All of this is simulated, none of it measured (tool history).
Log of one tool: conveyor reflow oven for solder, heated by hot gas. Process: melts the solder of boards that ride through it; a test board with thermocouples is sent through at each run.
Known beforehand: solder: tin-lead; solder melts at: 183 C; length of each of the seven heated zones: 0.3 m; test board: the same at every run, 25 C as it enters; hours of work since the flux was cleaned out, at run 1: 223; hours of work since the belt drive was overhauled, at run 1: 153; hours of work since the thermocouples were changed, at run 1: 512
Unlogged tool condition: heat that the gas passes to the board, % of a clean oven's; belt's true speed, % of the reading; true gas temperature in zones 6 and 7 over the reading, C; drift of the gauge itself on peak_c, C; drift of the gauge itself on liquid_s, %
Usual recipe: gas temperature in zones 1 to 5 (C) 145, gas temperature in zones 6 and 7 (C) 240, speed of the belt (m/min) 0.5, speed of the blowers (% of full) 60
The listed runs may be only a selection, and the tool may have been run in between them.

run	hour	gas temperature in zones 1 to 5 (C)	gas temperature in zones 6 and 7 (C)	speed of the belt (m/min)	speed of the blowers (% of full)	hours of work since the flux was cleaned out	hours of work since the belt drive was overhauled	hours of work since the thermocouples were changed	highest temperature of the board (C)	time above the solder's melting point (s)
1	0	145	240	0.5	60	223	153	512	222.7	60.31
2	11.5	145	240	0.5	60	228	159	517	223.2	60.24
3	21.2	145	240	0.5	60	233	163	522	222.7	60.25
4	30.3	145	240	0.5	60	237	167	526	222.9	60.43
5	40.6	145	240	0.5	60	242	172	531	223	60.25
6	47.8	145	240	0.5	60	245	175	534	223	60.16
7	52.8	145	240	0.5	60	247	178	536	222.6	60.23
# hour 59.1: flux residue cleaned out of gas plates and filters
8	68.7	145	240	0.597	60	4	183	541	216.2	45.74
9	76.4	145	240	0.5	60	8	186	545	222.9	59.9
10	81.8	145	240	0.5	77	10	189	548	226.8	62.82
11	89.2	145	240	0.5	77	14	192	551	226.5	62.77
12	100.3	145	240	0.471	77	19	197	556	228	67.48
13	107.7	145	251	0.5	60	22	201	559	232	65.32
14	116.9	145	251	0.5	60	27	205	564	232.3	65.36
15	121.9	156	251	0.507	83	29	207	566	238.8	70.72
# hour 131.1: flux residue cleaned out of gas plates and filters, once more
16	138.1	145	238	0.5	60	3	212	571	221.6	59.88
17	149.7	133	240	0.5	68	9	218	577	223.6	57.31
18	161.2	133	240	0.5	68	14	223	582	224.2	57.43
19	168.9	130	240	0.475	68	17	227	585	225.1	60.54
20	178.4	130	240	0.53	60	22	231	590	219.1	49.44
21	188.9	156	237	0.53	52	27	236	595	219.1	58.19
22	195.6	135	248	0.5	77	30	239	598	234.1	63.19
23	201.6	138	230	0.483	72	32	242	600	217.6	57.25
24	210.4	134	240	0.5	60	37	246	605	221.5	55.92
25	220.6	134	240	0.5	60	41	250	609	221.9	55.81
26	228.1	145	249	0.586	70	45	254	613	229.7	54.29
27	233.5	145	249	0.586	70	47	256	615	229.2	54.26
28	239.7	145	249	0.586	61	50	259	618	226.1	52.8

What if the next run were any one of these 5? Each begins from the tool's condition after run 28:
A	245.6	145	241	0.586	86	53	262	621	?	?
B	245.6	145	236	0.586	61	53	262	621	?	?
C	245.6	131	243	0.559	61	53	262	621	?	?
D	245.6	150	249	0.586	54	53	262	621	?	?
E	245.6	145	235	0.5	78	53	262	621	?	?

run	highest temperature of the board (C)	time above the solder's melting point (s)
A	225.6	53.02
B	215.4	46.25
C	220.2	47.46
D	224.8	53.35
E	222.7	61.13
Without the tool's unlogged condition, the same runs would have read:
run	highest temperature of the board (C)	time above the solder's melting point (s)
A	226.7	53.39
B	216.3	46.81
C	221.2	48
D	225.7	53.74
E	223.7	61.55

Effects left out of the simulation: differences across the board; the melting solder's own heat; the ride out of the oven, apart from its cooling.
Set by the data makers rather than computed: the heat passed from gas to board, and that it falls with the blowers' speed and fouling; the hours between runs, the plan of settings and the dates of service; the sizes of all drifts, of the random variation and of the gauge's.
